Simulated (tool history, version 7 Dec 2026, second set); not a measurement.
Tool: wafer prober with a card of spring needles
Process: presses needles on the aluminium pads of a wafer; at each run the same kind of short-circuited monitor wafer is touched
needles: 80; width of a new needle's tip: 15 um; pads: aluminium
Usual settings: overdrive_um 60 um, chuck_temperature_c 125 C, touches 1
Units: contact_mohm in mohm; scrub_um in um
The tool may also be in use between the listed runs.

{"run": 1, "hour": 0.0, "overdrive_um": 60, "chuck_temperature_c": 125, "touches": 1, "contact_mohm": 332, "scrub_um": 15.26}
{"hour": 3.5, "done": "tips cleaned on abrasive film"}
{"hour": 24.8, "done": "tips cleaned on abrasive film"}
{"run": 2, "hour": 25.6, "overdrive_um": 60, "chuck_temperature_c": 125, "touches": 1, "contact_mohm": 288, "scrub_um": 15.22}
{"hour": 43.8, "done": "tips cleaned on abrasive film"}
{"run": 3, "hour": 57.8, "overdrive_um": 60, "chuck_temperature_c": 125, "touches": 1, "contact_mohm": 333, "scrub_um": 15.19}
{"hour": 62.7, "done": "tips cleaned on abrasive film"}
{"hour": 81.7, "done": "tips cleaned on abrasive film"}
{"run": 4, "hour": 89.1, "overdrive_um": 60, "chuck_temperature_c": 125, "touches": 1, "contact_mohm": 316, "scrub_um": 15.21}
{"hour": 102.5, "done": "tips cleaned on abrasive film"}
{"hour": 117.8, "done": "height of the first contact set anew"}
{"run": 5, "hour": 119.7, "overdrive_um": 60, "chuck_temperature_c": 125, "touches": 1, "contact_mohm": 336, "scrub_um": 15.37}
{"hour": 121.9, "done": "tips cleaned on abrasive film"}
{"run": 6, "hour": 138.2, "overdrive_um": 60, "chuck_temperature_c": 125, "touches": 1, "contact_mohm": 334, "scrub_um": 15.34}
{"hour": 141.4, "done": "tips cleaned on abrasive film"}
{"hour": 162.3, "done": "tips cleaned on abrasive film"}
{"run": 7, "hour": 169.6, "overdrive_um": 60, "chuck_temperature_c": 125, "touches": 1, "contact_mohm": 317, "scrub_um": 15.29}
{"hour": 181.7, "done": "tips cleaned on abrasive film"}
{"run": 8, "hour": 198.2, "overdrive_um": 60, "chuck_temperature_c": 40, "touches": 1, "contact_mohm": 314, "scrub_um": 15.27}
{"hour": 200.0, "done": "tips cleaned on abrasive film"}
{"hour": 219.2, "done": "tips cleaned on abrasive film"}
{"run": 9, "hour": 224.7, "overdrive_um": 60, "chuck_temperature_c": 125, "touches": 1, "contact_mohm": 313, "scrub_um": 15.23}
{"hour": 238.6, "done": "tips cleaned on abrasive film"}
{"hour": 257.6, "done": "tips cleaned on abrasive film"}
{"run": 10, "hour": 258.8, "overdrive_um": 60, "chuck_temperature_c": 125, "touches": 1, "contact_mohm": 297, "scrub_um": 15.13}
{"hour": 277.2, "done": "tips cleaned on abrasive film"}
{"run": 11, "hour": 289.0, "overdrive_um": 60, "chuck_temperature_c": 125, "touches": 1, "contact_mohm": 333, "scrub_um": 15.14}
{"hour": 296.9, "done": "tips cleaned on abrasive film"}
{"run": 12, "hour": 312.8, "overdrive_um": 60, "chuck_temperature_c": 125, "touches": 2, "contact_mohm": 316, "scrub_um": 15.04}
{"hour": 315.7, "done": "tips cleaned on abrasive film"}
{"run": 13, "hour": 331.8, "overdrive_um": 60, "chuck_temperature_c": 69, "touches": 2, "contact_mohm": 306, "scrub_um": 15.13}
{"hour": 335.1, "done": "tips cleaned on abrasive film"}
{"hour": 335.4, "done": "height of the first contact set anew"}
{"run": 14, "hour": 353.4, "overdrive_um": 60, "chuck_temperature_c": 69, "touches": 2, "contact_mohm": 303, "scrub_um": 15.36}
{"hour": 356.2, "done": "tips cleaned on abrasive film"}
{"run": 15, "hour": 374.2, "overdrive_um": 72, "chuck_temperature_c": 33, "touches": 2, "contact_mohm": 282, "scrub_um": 18.41}
{"hour": 375.9, "done": "tips cleaned on abrasive film"}
{"hour": 396.4, "done": "tips cleaned on abrasive film"}
{"run": 16, "hour": 398.8, "overdrive_um": 60, "chuck_temperature_c": 34, "touches": 2, "contact_mohm": 268, "scrub_um": 15.29}
{"hour": 415.4, "done": "tips cleaned on abrasive film"}
{"run": 17, "hour": 421.6, "overdrive_um": 49, "chuck_temperature_c": 98, "touches": 2, "contact_mohm": 311, "scrub_um": 12.44}
{"hour": 434.3, "done": "tips cleaned on abrasive film"}
{"run": 18, "hour": 443.8, "overdrive_um": 49, "chuck_temperature_c": 98, "touches": 2, "contact_mohm": 324, "scrub_um": 12.47}
{"hour": 454.5, "done": "tips cleaned on abrasive film"}
{"hour": 472.8, "done": "tips cleaned on abrasive film"}
{"run": 19, "hour": 472.8, "overdrive_um": 47, "chuck_temperature_c": 125, "touches": 2, "contact_mohm": 297, "scrub_um": 11.87}
{"run": 20, "hour": 490.8, "overdrive_um": 63, "chuck_temperature_c": 60, "touches": 2, "contact_mohm": 297, "scrub_um": 16}
{"hour": 493.6, "done": "tips cleaned on abrasive film"}
{"hour": 512.6, "done": "tips cleaned on abrasive film"}
{"run": 21, "hour": 523.0, "overdrive_um": 55, "chuck_temperature_c": 76, "touches": 1, "contact_mohm": 333, "scrub_um": 13.82}
{"hour": 532.2, "done": "tips cleaned on abrasive film"}
{"run": 22, "hour": 538.3, "overdrive_um": 53, "chuck_temperature_c": 41, "touches": 1, "contact_mohm": 308, "scrub_um": 13.29}
{"hour": 553.6, "done": "tips cleaned on abrasive film"}
{"hour": 553.9, "done": "height of the first contact set anew"}
{"run": 23, "hour": 557.6, "overdrive_um": 43, "chuck_temperature_c": 71, "touches": 2, "contact_mohm": 310, "scrub_um": 11}

5 ways to go on from here, each from the tool as it stands after run 23. What would each give?
{"hour": 573.8, "done": "tips cleaned on abrasive film"}
{"run": "A", "hour": 573.8, "overdrive_um": 43, "chuck_temperature_c": 71, "touches": 1, "contact_mohm": "?", "scrub_um": "?"}
{"hour": 573.8, "done": "tips cleaned on abrasive film"}
{"run": "B", "hour": 573.8, "overdrive_um": 50, "chuck_temperature_c": 113, "touches": 2, "contact_mohm": "?", "scrub_um": "?"}
{"hour": 573.8, "done": "tips cleaned on abrasive film"}
{"run": "C", "hour": 573.8, "overdrive_um": 75, "chuck_temperature_c": 43, "touches": 1, "contact_mohm": "?", "scrub_um": "?"}
{"hour": 573.8, "done": "tips cleaned on abrasive film"}
{"run": "D", "hour": 573.8, "overdrive_um": 64, "chuck_temperature_c": 30, "touches": 3, "contact_mohm": "?", "scrub_um": "?"}
{"hour": 573.8, "done": "tips cleaned on abrasive film"}
{"run": "E", "hour": 573.8, "overdrive_um": 44, "chuck_temperature_c": 108, "touches": 2, "contact_mohm": "?", "scrub_um": "?"}

run=A contact_mohm=283 scrub_um=10.99
run=B contact_mohm=292 scrub_um=12.77
run=C contact_mohm=254 scrub_um=19.15
run=D contact_mohm=250 scrub_um=16.34
run=E contact_mohm=295 scrub_um=11.21
Without the tool's hidden state the same runs would have given:
run=A contact_mohm=274 scrub_um=11.02
run=B contact_mohm=287 scrub_um=12.8
run=C contact_mohm=250 scrub_um=19.17
run=D contact_mohm=247 scrub_um=16.37
run=E contact_mohm=289 scrub_um=11.24

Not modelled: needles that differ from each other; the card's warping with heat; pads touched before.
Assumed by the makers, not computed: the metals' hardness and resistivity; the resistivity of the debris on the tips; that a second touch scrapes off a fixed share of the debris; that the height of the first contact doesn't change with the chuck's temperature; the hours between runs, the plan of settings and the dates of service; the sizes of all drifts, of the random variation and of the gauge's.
